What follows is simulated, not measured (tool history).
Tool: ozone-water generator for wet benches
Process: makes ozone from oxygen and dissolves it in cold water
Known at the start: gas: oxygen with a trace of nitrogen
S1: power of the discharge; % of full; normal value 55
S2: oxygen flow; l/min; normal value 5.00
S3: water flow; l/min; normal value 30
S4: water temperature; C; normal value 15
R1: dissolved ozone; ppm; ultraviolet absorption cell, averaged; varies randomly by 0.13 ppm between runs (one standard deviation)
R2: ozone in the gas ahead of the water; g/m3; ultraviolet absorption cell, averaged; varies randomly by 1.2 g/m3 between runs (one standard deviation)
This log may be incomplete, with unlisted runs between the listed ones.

run	hour	S1	S2	S3	S4	R1	R2
1	0.0	55	5.00	30	15	14.5	226.4
2	55.5	87	5.00	30	15	20.4	321.5
3	112.5	87	5.00	30	15	20.1	317.6
4	151.8	55	5.00	30	15	14.5	226.6
5	197.5	55	5.00	30	15	14.3	226.0
6	255.9	55	5.00	30	15	14.2	225.8
7	295.1	55	5.00	30	15	14.4	225.5
8	328.1	47	5.00	30	15	12.7	201.9
9	389.7	47	5.00	30	15	12.7	202.7
10	425.8	47	5.00	30	15	13.2	201.7
11	474.8	47	5.00	30	15	12.8	202.0
12	541.6	55	5.00	30	15	14.5	227.6
13	608.0	55	5.00	30	15	14.4	228.4
14	666.6	55	5.00	30	15	14.3	227.1
15	717.6	55	5.00	29	15	14.9	226.3
16	788.5	55	5.00	30	15	14.6	227.6
17	832.1	55	5.00	30	15	14.5	225.5
18	871.1	50	5.00	30	15	13.1	211.5
19	912.1	50	5.00	30	15	13.4	208.0
20	974.8	55	5.00	22	9	20.7	225.6
21	1043.9	92	5.00	30	15	20.9	330.6
# hour 1048.4: water thermometer calibrated
22	1095.9	92	5.00	30	15	21.3	330.9
23	1151.1	76	5.00	46	16	11.8	289.5
24	1194.1	76	4.61	45	16	11.6	296.2
25	1257.7	76	2.50	45	17	9.2	380.1
26	1310.9	76	6.08	29	17	19.1	265.2
27	1377.7	76	6.08	29	17	19.6	263.1
28	1447.4	55	5.00	30	8	15.4	226.7
29	1481.6	90	8.63	23	19	26.6	260.4
30	1539.3	55	5.00	35	15	12.5	227.5
31	1604.3	55	5.00	35	15	12.3	225.3
32	1651.8	55	4.59	36	15	11.8	234.6

Predict each of these 4 candidate next runs independently; none follows another, all start after run 32:
A	1712.4	54	8.92	20	15	?	?
B	1712.4	55	3.63	19	20	?	?
C	1712.4	55	4.59	20	12	?	?
D	1712.4	65	5.00	30	15	?	?

run	R1	R2
A	21.6	176.7
B	19.4	260.0
C	20.9	233.9
D	16.4	257.2
With the hidden condition removed and each run's random variation left untouched, the same runs would have given:
run	R1	R2
A	21.6	177.0
B	19.4	260.3
C	21.0	234.2
D	16.5	257.6

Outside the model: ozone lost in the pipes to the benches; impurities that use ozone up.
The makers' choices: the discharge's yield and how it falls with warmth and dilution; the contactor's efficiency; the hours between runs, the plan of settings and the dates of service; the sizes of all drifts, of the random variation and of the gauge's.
